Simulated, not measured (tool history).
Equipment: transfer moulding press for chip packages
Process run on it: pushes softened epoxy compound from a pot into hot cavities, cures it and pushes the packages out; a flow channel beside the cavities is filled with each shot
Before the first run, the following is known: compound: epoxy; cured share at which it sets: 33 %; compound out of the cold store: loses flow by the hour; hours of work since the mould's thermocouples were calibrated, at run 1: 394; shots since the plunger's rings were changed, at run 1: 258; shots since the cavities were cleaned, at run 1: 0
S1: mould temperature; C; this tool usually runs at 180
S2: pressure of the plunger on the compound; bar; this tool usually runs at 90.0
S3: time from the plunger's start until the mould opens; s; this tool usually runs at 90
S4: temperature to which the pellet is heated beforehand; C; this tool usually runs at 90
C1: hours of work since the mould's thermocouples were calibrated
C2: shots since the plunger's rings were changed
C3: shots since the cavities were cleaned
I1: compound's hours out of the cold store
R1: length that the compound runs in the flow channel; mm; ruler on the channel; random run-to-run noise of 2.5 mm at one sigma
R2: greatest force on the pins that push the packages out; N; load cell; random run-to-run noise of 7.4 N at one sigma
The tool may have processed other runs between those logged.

{"run": 1, "hour": 0.0, "S1": 180, "S2": 90.0, "S3": 90, "S4": 90, "C1": 394, "C2": 258, "C3": 0, "I1": 44.6, "R1": 784, "R2": 293}
{"run": 2, "hour": 20.3, "S1": 180, "S2": 90.0, "S3": 90, "S4": 90, "C1": 406, "C2": 501, "C3": 243, "I1": 19.5, "R1": 841, "R2": 395}
{"run": 3, "hour": 31.1, "S1": 180, "S2": 90.0, "S3": 90, "S4": 90, "C1": 412, "C2": 630, "C3": 372, "I1": 30.5, "R1": 812, "R2": 423}
{"run": 4, "hour": 46.1, "S1": 180, "S2": 90.0, "S3": 90, "S4": 90, "C1": 421, "C2": 810, "C3": 552, "I1": 39.4, "R1": 788, "R2": 460}
{"hour": 60.9, "done": "cavities cleaned with cleaning compound and waxed"}
{"run": 5, "hour": 62.3, "S1": 180, "S2": 90.0, "S3": 90, "S4": 90, "C1": 429, "C2": 986, "C3": 16, "I1": 29.2, "R1": 811, "R2": 320}
{"run": 6, "hour": 76.7, "S1": 180, "S2": 90.0, "S3": 90, "S4": 90, "C1": 438, "C2": 1159, "C3": 189, "I1": 25.2, "R1": 822, "R2": 381}
{"run": 7, "hour": 93.3, "S1": 180, "S2": 90.0, "S3": 90, "S4": 90, "C1": 447, "C2": 1358, "C3": 388, "I1": 11.2, "R1": 850, "R2": 440}
{"run": 8, "hour": 110.2, "S1": 180, "S2": 76.8, "S3": 90, "S4": 85, "C1": 457, "C2": 1560, "C3": 590, "I1": 32.1, "R1": 736, "R2": 445}
{"hour": 120.7, "done": "cavities cleaned with cleaning compound and waxed"}
{"run": 9, "hour": 128.3, "S1": 180, "S2": 103.1, "S3": 71, "S4": 91, "C1": 467, "C2": 1760, "C3": 91, "I1": 30.8, "R1": 854, "R2": 495}
{"run": 10, "hour": 145.1, "S1": 180, "S2": 103.1, "S3": 71, "S4": 91, "C1": 477, "C2": 1961, "C3": 292, "I1": 22.3, "R1": 874, "R2": 611}
{"run": 11, "hour": 161.0, "S1": 180, "S2": 90.0, "S3": 117, "S4": 94, "C1": 486, "C2": 2151, "C3": 482, "I1": 37.8, "R1": 774, "R2": 394}
{"run": 12, "hour": 176.8, "S1": 180, "S2": 101.4, "S3": 119, "S4": 99, "C1": 495, "C2": 2341, "C3": 672, "I1": 16.5, "R1": 878, "R2": 423}
{"hour": 181.6, "done": "cavities cleaned with cleaning compound and waxed"}
{"run": 13, "hour": 188.7, "S1": 178, "S2": 76.3, "S3": 122, "S4": 99, "C1": 501, "C2": 2466, "C3": 85, "I1": 25.7, "R1": 742, "R2": 315}

Results for each run, recomputed without the tool's hidden state and with each run's random variation untouched:
Hidden conditions of the tool in this case: true mould temperature over the reading, C; pressure that reaches the compound, % of what is set; grip of the stained cavities, % over clean ones'; drift of the gauge itself on flow_mm, %; drift of the gauge itself on push_out_n, %.
run=1 R1=792 R2=300
run=2 R1=852 R2=314
run=3 R1=825 R2=316
run=4 R1=803 R2=322
run=5 R1=828 R2=319
run=6 R1=842 R2=313
run=7 R1=874 R2=325
run=8 R1=759 R2=307
run=9 R1=883 R2=464
run=10 R1=907 R2=492
run=11 R1=806 R2=271
run=12 R1=917 R2=280
run=13 R1=776 R2=275

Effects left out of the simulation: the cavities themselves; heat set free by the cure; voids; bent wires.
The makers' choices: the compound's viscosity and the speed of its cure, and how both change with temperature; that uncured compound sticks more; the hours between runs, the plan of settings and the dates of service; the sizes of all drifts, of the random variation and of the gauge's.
